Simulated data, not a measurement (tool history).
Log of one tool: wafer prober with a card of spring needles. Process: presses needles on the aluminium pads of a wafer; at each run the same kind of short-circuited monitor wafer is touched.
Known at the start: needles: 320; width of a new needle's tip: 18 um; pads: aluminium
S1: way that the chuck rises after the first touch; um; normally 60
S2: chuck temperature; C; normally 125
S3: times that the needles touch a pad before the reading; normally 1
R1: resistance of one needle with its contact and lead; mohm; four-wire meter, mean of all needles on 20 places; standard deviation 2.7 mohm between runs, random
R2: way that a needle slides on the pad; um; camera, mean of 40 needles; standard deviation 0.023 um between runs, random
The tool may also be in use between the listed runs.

run   hour  S1   S2  S3   R1     R2
  1      0  60  125   1  403  13.42
       7.8  -- tips cleaned on abrasive film
  2   21.6  60  125   1  542  13.22
      24.8  -- tips cleaned on abrasive film
      41.3  -- tips cleaned on abrasive film
      45.9  -- height of the first contact set anew
  3   46.1  60  125   1  387  13.81
        58  -- tips cleaned on abrasive film
      72.5  -- tips cleaned on abrasive film
  4   79.9  60  125   1  400  13.77
      88.8  -- tips cleaned on abrasive film
     105.4  -- tips cleaned on abrasive film, once more
  5  106.6  60   52   1  323  13.75
     121.6  -- tips cleaned on abrasive film
  6  133.4  43  125   1  559   9.82
     136.7  -- tips cleaned on abrasive film
     152.9  -- tips cleaned on abrasive film
  7  159.7  43  125   1  468   9.78
     169.4  -- tips cleaned on abrasive film
     186.8  -- tips cleaned on abrasive film
  8  193.8  60  125   1  411  13.69
     201.4  -- tips cleaned on abrasive film
     218.1  -- tips cleaned on abrasive film
  9  220.8  54  125   1  365  12.24
     233.2  -- tips cleaned on abrasive film
     247.5  -- tips cleaned on abrasive film
 10  251.3  60  125   1  377  13.59
     262.7  -- tips cleaned on abrasive film
 11  272.1  60  125   1  425  13.57
     279.3  -- tips cleaned on abrasive film
 12  287.9  60  125   1  423   13.5
     295.3  -- tips cleaned on abrasive film
     310.1  -- tips cleaned on abrasive film
 13  316.5  60  125   1  405  13.51
     326.4  -- tips cleaned on abrasive film
 14  331.1  60  125   1  382  13.49

Predict the results of run 15:
       342  -- tips cleaned on abrasive film
     357.1  -- tips cleaned on abrasive film
 15  357.1  60  125   1   ?   ?

R1: 328 mohm
R2: 13.45 um
With no hidden state in the tool, this same run would have given R1 314 mohm, R2 13.82 um.
